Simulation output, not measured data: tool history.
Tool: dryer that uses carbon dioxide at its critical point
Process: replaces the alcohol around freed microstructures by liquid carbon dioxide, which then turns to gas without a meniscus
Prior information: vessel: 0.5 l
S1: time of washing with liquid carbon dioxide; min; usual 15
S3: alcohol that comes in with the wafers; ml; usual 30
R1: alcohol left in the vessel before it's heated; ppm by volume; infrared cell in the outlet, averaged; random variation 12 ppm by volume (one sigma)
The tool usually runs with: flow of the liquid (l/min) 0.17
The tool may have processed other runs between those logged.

{"run": 1, "hour": 0.0, "S1": 15, "flow of the liquid (l/min)": 0.17, "S3": 30, "R1": 1050}
{"run": 2, "hour": 7.2, "S1": 15, "flow of the liquid (l/min)": 0.17, "S3": 77, "R1": 2685}
{"run": 3, "hour": 19.9, "S1": 15, "flow of the liquid (l/min)": 0.17, "S3": 21, "R1": 753}
{"run": 4, "hour": 34.6, "S1": 15, "flow of the liquid (l/min)": 0.17, "S3": 108, "R1": 3822}
{"run": 5, "hour": 44.6, "S1": 15, "flow of the liquid (l/min)": 0.17, "S3": 108, "R1": 3867}
{"run": 6, "hour": 55.4, "S1": 17, "flow of the liquid (l/min)": 0.17, "S3": 30, "R1": 661}
{"run": 7, "hour": 67.7, "S1": 10, "flow of the liquid (l/min)": 0.17, "S3": 30, "R1": 4173}
{"run": 8, "hour": 74.9, "S1": 10, "flow of the liquid (l/min)": 0.17, "S3": 30, "R1": 4168}
{"run": 9, "hour": 89.6, "S1": 10, "flow of the liquid (l/min)": 0.17, "S3": 30, "R1": 4227}
{"run": 10, "hour": 96.1, "S1": 15, "flow of the liquid (l/min)": 0.17, "S3": 30, "R1": 1132}
{"run": 11, "hour": 108.8, "S1": 15, "flow of the liquid (l/min)": 0.17, "S3": 30, "R1": 1194}
{"run": 12, "hour": 119.0, "S1": 15, "flow of the liquid (l/min)": 0.17, "S3": 30, "R1": 1175}
{"hour": 130.2, "done": "inlet filter changed"}
{"run": 13, "hour": 130.3, "S1": 15, "flow of the liquid (l/min)": 0.17, "S3": 35, "R1": 882}
{"run": 14, "hour": 141.1, "S1": 15, "flow of the liquid (l/min)": 0.17, "S3": 35, "R1": 862}
{"run": 15, "hour": 156.2, "S1": 15, "flow of the liquid (l/min)": 0.17, "S3": 39, "R1": 983}
{"run": 16, "hour": 169.3, "S1": 15, "flow of the liquid (l/min)": 0.17, "S3": 91, "R1": 2292}
{"run": 17, "hour": 183.0, "S1": 15, "flow of the liquid (l/min)": 0.17, "S3": 38, "R1": 964}
{"run": 18, "hour": 191.5, "S1": 15, "flow of the liquid (l/min)": 0.17, "S3": 38, "R1": 981}
{"run": 19, "hour": 206.0, "S1": 15, "flow of the liquid (l/min)": 0.17, "S3": 38, "R1": 974}
{"run": 20, "hour": 221.1, "S1": 15, "flow of the liquid (l/min)": 0.17, "S3": 38, "R1": 1010}
{"run": 21, "hour": 230.9, "S1": 10, "flow of the liquid (l/min)": 0.17, "S3": 30, "R1": 3468}
{"run": 22, "hour": 238.4, "S1": 15, "flow of the liquid (l/min)": 0.19, "S3": 30, "R1": 500}
{"run": 23, "hour": 253.0, "S1": 15, "flow of the liquid (l/min)": 0.17, "S3": 30, "R1": 835}
{"run": 24, "hour": 265.2, "S1": 15, "flow of the liquid (l/min)": 0.17, "S3": 30, "R1": 821}
{"run": 25, "hour": 276.0, "S1": 15, "flow of the liquid (l/min)": 0.17, "S3": 30, "R1": 848}
{"run": 26, "hour": 287.7, "S1": 15, "flow of the liquid (l/min)": 0.17, "S3": 35, "R1": 995}
{"run": 27, "hour": 301.5, "S1": 10, "flow of the liquid (l/min)": 0.165, "S3": 30, "R1": 3801}
{"run": 28, "hour": 312.6, "S1": 19, "flow of the liquid (l/min)": 0.185, "S3": 30, "R1": 194}
{"run": 29, "hour": 319.8, "S1": 15, "flow of the liquid (l/min)": 0.172, "S3": 30, "R1": 817}
{"run": 30, "hour": 326.6, "S1": 13, "flow of the liquid (l/min)": 0.17, "S3": 76, "R1": 3833}
{"run": 31, "hour": 340.3, "S1": 24, "flow of the liquid (l/min)": 0.216, "S3": 85, "R1": 58}
{"run": 32, "hour": 348.0, "S1": 15, "flow of the liquid (l/min)": 0.17, "S3": 86, "R1": 2434}
{"run": 33, "hour": 361.9, "S1": 23, "flow of the liquid (l/min)": 0.166, "S3": 22, "R1": 110}
{"run": 34, "hour": 373.1, "S1": 11, "flow of the liquid (l/min)": 0.185, "S3": 111, "R1": 7429}
{"run": 35, "hour": 382.9, "S1": 13, "flow of the liquid (l/min)": 0.232, "S3": 23, "R1": 333}
{"run": 36, "hour": 397.0, "S1": 20, "flow of the liquid (l/min)": 0.252, "S3": 89, "R1": 71}
{"run": 37, "hour": 408.4, "S1": 10, "flow of the liquid (l/min)": 0.257, "S3": 30, "R1": 874}
{"run": 38, "hour": 419.9, "S1": 15, "flow of the liquid (l/min)": 0.17, "S3": 91, "R1": 2802}
{"run": 39, "hour": 431.2, "S1": 9, "flow of the liquid (l/min)": 0.209, "S3": 104, "R1": 9458}
{"run": 40, "hour": 440.8, "S1": 15, "flow of the liquid (l/min)": 0.17, "S3": 111, "R1": 3413}
{"run": 41, "hour": 448.3, "S1": 17, "flow of the liquid (l/min)": 0.124, "S3": 49, "R1": 3247}
{"run": 42, "hour": 456.9, "S1": 17, "flow of the liquid (l/min)": 0.124, "S3": 49, "R1": 3141}
{"run": 43, "hour": 467.2, "S1": 17, "flow of the liquid (l/min)": 0.124, "S3": 49, "R1": 3291}
{"run": 44, "hour": 482.6, "S1": 17, "flow of the liquid (l/min)": 0.124, "S3": 49, "R1": 3365}
{"run": 45, "hour": 492.4, "S1": 24, "flow of the liquid (l/min)": 0.148, "S3": 35, "R1": 271}
{"run": 46, "hour": 504.3, "S1": 10, "flow of the liquid (l/min)": 0.238, "S3": 61, "R1": 2516}

Hidden state or all else? Some run-to-run changes of R1, split into what the settings, what came in and random variation would give without the hidden state, and what is left for the hidden state (with any gauge scatter that isn't in both results):
The hidden state here: flow that reaches the vessel past the clogged filter, %; alcohol in the recycled carbon dioxide, ppm; drift of the gauge itself on alcohol_ppm, %.
Run 3 -> 4: S3 21 -> 108. R1 +3069 ppm by volume: hidden state +1023, all else +2046.
Run 5 -> 6: S1 15 -> 17, S3 108 -> 30. R1 -3206 ppm by volume: hidden state -1051, all else -2155.
Run 33 -> 34: S1 23 -> 11, flow of the liquid (l/min) 0.166 -> 0.185, S3 22 -> 111. R1 +7319 ppm by volume: hidden state +1023, all else +6296.
Run 34 -> 35: S1 11 -> 13, flow of the liquid (l/min) 0.185 -> 0.232, S3 111 -> 23. R1 -7096 ppm by volume: hidden state -978, all else -6118.
Run 38 -> 39: S1 15 -> 9, flow of the liquid (l/min) 0.17 -> 0.209, S3 91 -> 104. R1 +6656 ppm by volume: hidden state +941, all else +5715.
